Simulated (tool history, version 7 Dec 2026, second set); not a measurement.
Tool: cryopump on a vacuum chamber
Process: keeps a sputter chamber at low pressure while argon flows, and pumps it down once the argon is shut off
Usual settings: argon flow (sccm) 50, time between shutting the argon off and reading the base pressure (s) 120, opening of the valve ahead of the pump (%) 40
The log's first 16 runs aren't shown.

run,hour,argon flow (sccm),time between shutting the argon off and reading the base pressure (s),opening of the valve ahead of the pump (%),hours of work since the pump was warmed up and emptied,hours of work since the cold head was overhauled,hours of work since the chamber's fittings were tightened,pressure while argon flows (Pa),pressure after the wait (uPa)
17,998.4,50,120,40,530,2619,551,0.0900,0.41
18,1066.8,50,120,40,580,2670,602,0.0914,0.45
19,1152.5,50,120,40,644,2733,665,0.0914,0.47
20,1231.9,50,120,40,702,2792,723,0.0921,0.47
21,1314.2,54,120,46,763,2852,784,0.0882,0.43
22,1395.7,54,120,46,823,2912,844,0.0880,0.50
23,1482.3,54,77,26,887,2976,908,0.1521,0.62
24,1537.4,54,77,26,928,3017,949,0.1511,0.59
25,1610.6,22,120,42,982,3071,1003,0.0393,0.58
# hour 1686.7: pump warmed up, emptied and cooled again
26,1696.4,22,120,42,7,3130,1062,0.0366,0.49
27,1765.9,22,120,42,58,3182,1114,0.0374,0.54
28,1843.2,43,120,40,115,3239,1171,0.0761,0.53
29,1906.4,43,120,40,162,3285,1217,0.0772,0.57
30,1993.1,42,120,24,226,3349,1281,0.1242,0.57
31,2061.7,50,294,40,277,3400,1332,0.0898,0.49
32,2115.5,72,294,25,316,3440,1371,0.2059,0.54
33,2182.9,50,37,40,366,3489,1421,0.0909,0.93

Forecast each of these 3 alternatives for the next run:
A,2259.7,44,37,49,423,3546,1478,?,?
B,2259.7,33,240,20,423,3546,1478,?,?
C,2259.7,50,24,40,423,3546,1478,?,?

run,pressure while argon flows (Pa),pressure after the wait (uPa)
A,0.0661,0.97
B,0.1170,0.58
C,0.0900,1.20
Without the tool's hidden state the same runs would have given:
run,pressure while argon flows (Pa),pressure after the wait (uPa)
A,0.0629,0.58
B,0.1146,0.19
C,0.0864,0.81
